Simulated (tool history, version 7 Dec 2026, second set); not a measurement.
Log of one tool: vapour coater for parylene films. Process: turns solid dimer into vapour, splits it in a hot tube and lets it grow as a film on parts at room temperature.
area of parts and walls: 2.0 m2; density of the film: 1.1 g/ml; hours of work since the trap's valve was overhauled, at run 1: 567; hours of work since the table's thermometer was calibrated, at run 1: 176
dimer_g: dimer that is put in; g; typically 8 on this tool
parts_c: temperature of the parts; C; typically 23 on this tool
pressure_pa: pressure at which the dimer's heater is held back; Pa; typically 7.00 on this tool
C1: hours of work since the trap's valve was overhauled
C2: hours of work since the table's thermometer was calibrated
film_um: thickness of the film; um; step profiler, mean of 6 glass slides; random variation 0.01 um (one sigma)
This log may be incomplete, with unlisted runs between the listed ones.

Run 1, hour 0.0: usual settings; C1 567; C2 176. Result: film_um 1.59 um.
Run 2, hour 11.8: usual settings; C1 573; C2 182. Result: film_um 1.59 um.
Run 3, hour 20.0: usual settings; C1 577; C2 186. Result: film_um 1.60 um.
Run 4, hour 36.4: usual settings but pressure_pa 4.90 Pa; C1 585; C2 194. Result: film_um 1.67 um.
Run 5, hour 47.5: usual settings but parts_c 21 C; C1 590; C2 199. Result: film_um 1.75 um.
Run 6, hour 65.4: usual settings; C1 599; C2 208. Result: film_um 1.61 um.
Run 7, hour 82.8: usual settings; C1 607; C2 216. Result: film_um 1.59 um.
Run 8, hour 92.8: usual settings but dimer_g 9 g; C1 612; C2 221. Result: film_um 1.80 um.
Run 9, hour 111.7: usual settings but dimer_g 9 g; C1 622; C2 230. Result: film_um 1.77 um.
Run 10, hour 122.5: usual settings but parts_c 16 C; C1 627; C2 236. Result: film_um 2.15 um.
At hour 127.8: trap's valve overhauled.
Run 11, hour 139.6: usual settings but parts_c 16 C; C1 6; C2 242. Result: film_um 2.12 um.
Run 12, hour 156.1: usual settings but pressure_pa 8.68 Pa; C1 14; C2 250. Result: film_um 1.50 um.
Run 13, hour 165.1: usual settings but parts_c 15 C, pressure_pa 8.68 Pa; C1 18; C2 254. Result: film_um 2.17 um.
Run 14, hour 178.5: usual settings but parts_c 15 C, pressure_pa 8.68 Pa; C1 25; C2 261. Result: film_um 2.18 um.
At hour 199.9: trap's valve overhauled, once more.
Run 15, hour 199.9: usual settings; C1 0; C2 269. Result: film_um 1.74 um.
Run 16, hour 214.8: usual settings; C1 7; C2 277. Result: film_um 1.73 um.
Run 17, hour 224.6: usual settings; C1 12; C2 281. Result: film_um 1.73 um.
Run 18, hour 240.2: usual settings; C1 20; C2 289. Result: film_um 1.73 um.
Run 19, hour 249.9: usual settings but dimer_g 9 g, parts_c 16 C, pressure_pa 5.91 Pa; C1 24; C2 294. Result: film_um 2.71 um.
Run 20, hour 259.0: usual settings but dimer_g 3 g, parts_c 20 C; C1 29; C2 298. Result: film_um 0.73 um.
Run 21, hour 273.3: usual settings but dimer_g 3 g, parts_c 15 C, pressure_pa 2.54 Pa; C1 36; C2 305. Result: film_um 1.04 um.
Run 22, hour 289.6: usual settings but dimer_g 3 g, parts_c 15 C, pressure_pa 2.54 Pa; C1 44; C2 313. Result: film_um 1.04 um.
Run 23, hour 308.0: usual settings but dimer_g 10 g, parts_c 30 C, pressure_pa 2.39 Pa; C1 53; C2 322. Result: film_um 1.80 um.
Run 24, hour 323.9: usual settings but dimer_g 3 g, parts_c 25 C; C1 60; C2 330. Result: film_um 0.59 um.
Run 25, hour 341.2: usual settings but dimer_g 3 g, parts_c 25 C; C1 69; C2 338. Result: film_um 0.59 um.
Run 26, hour 358.9: usual settings but dimer_g 3 g, parts_c 25 C; C1 77; C2 347. Result: film_um 0.61 um.
Run 27, hour 372.7: usual settings but dimer_g 3 g; C1 84; C2 353. Result: film_um 0.65 um.
Run 28, hour 386.5: usual settings but dimer_g 3 g; C1 91; C2 360. Result: film_um 0.62 um.
Run 29, hour 397.7: usual settings but dimer_g 5 g, pressure_pa 2.04 Pa; C1 96; C2 366. Result: film_um 1.24 um.
Run 30, hour 412.8: usual settings but dimer_g 6 g, parts_c 27 C, pressure_pa 5.93 Pa; C1 104; C2 373. Result: film_um 1.09 um.
Run 31, hour 430.3: usual settings but dimer_g 6 g, parts_c 34 C, pressure_pa 5.93 Pa; C1 112; C2 381. Result: film_um 0.79 um.
Run 32, hour 448.3: usual settings but dimer_g 6 g, parts_c 26 C, pressure_pa 2.04 Pa; C1 121; C2 390. Result: film_um 1.28 um.
Run 33, hour 459.6: usual settings but dimer_g 6 g, parts_c 27 C; C1 126; C2 396. Result: film_um 1.08 um.
Run 34, hour 469.8: usual settings but dimer_g 6 g, parts_c 16 C, pressure_pa 5.27 Pa; C1 131; C2 401. Result: film_um 1.79 um.
Run 35, hour 483.4: usual settings but parts_c 29 C; C1 138; C2 407. Result: film_um 1.29 um.
Run 36, hour 497.1: usual settings but dimer_g 6 g, parts_c 29 C, pressure_pa 7.75 Pa; C1 145; C2 414. Result: film_um 0.95 um.

Forecast each of these 5 alternatives for the next run:
Run A, hour 507.5: usual settings but dimer_g 7 g, parts_c 17 C, pressure_pa 9.55 Pa; C1 150; C2 419. Result: film_um ?.
Run B, hour 507.5: usual settings but dimer_g 7 g, pressure_pa 8.67 Pa; C1 150; C2 419. Result: film_um ?.
Run C, hour 507.5: usual settings but dimer_g 6 g, parts_c 29 C, pressure_pa 8.50 Pa; C1 150; C2 419. Result: film_um ?.
Run D, hour 507.5: usual settings but dimer_g 6 g, parts_c 29 C, pressure_pa 5.58 Pa; C1 150; C2 419. Result: film_um ?.
Run E, hour 507.5: usual settings but dimer_g 3 g, parts_c 28 C, pressure_pa 4.67 Pa; C1 150; C2 419. Result: film_um ?.

run  film_um
  A     1.88
  B     1.45
  C     0.96
  D     1.02
  E     0.52
The same runs, with their run-to-run variation unchanged, on a tool lacking any hidden condition would have given:
run  film_um
  A     1.92
  B     1.49
  C     0.98
  D     1.04
  E     0.53
